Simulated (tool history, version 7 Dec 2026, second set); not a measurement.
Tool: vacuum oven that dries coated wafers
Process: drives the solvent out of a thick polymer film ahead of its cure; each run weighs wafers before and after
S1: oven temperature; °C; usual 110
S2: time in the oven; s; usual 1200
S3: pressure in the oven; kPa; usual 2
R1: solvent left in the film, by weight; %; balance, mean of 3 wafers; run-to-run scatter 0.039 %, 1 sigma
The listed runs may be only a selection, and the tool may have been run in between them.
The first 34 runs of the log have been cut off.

run	hour	S1	S2	S3	R1
35	2607.8	100	1500	5.9	4.43
36	2655	117	960	5.53	1.79
# hour 2739.6: oven's thermocouples calibrated
37	2759.1	121	1200	4.18	1.1
38	2846.3	121	1200	4.18	1.04
39	2944.1	123	2100	1.1	0.3
40	3026.5	119	780	1.1	0.82
41	3091.2	119	780	1.1	0.9
42	3143.9	110	840	3.33	2.86
43	3222.3	110	840	3.33	2.81
44	3274.5	110	2160	3.44	1.32
45	3368.1	119	1380	3.78	1.1
46	3471.7	110	1920	5.77	2.17

Consider 5 possible next runs. They are alternatives, not a sequence: every one starts from the tool as it was left by run 46. What does each give?
A	3554.7	122	960	5.77	?
B	3554.7	116	1320	1.72	?
C	3554.7	115	660	4.13	?
D	3554.7	120	1200	2	?
E	3554.7	110	1920	1.48	?

run	R1
A	1.49
B	0.76
C	2.63
D	0.72
E	0.79
Without the tool's hidden state the same runs would have given:
run	R1
A	1.4
B	0.62
C	2.61
D	0.59
E	0.61
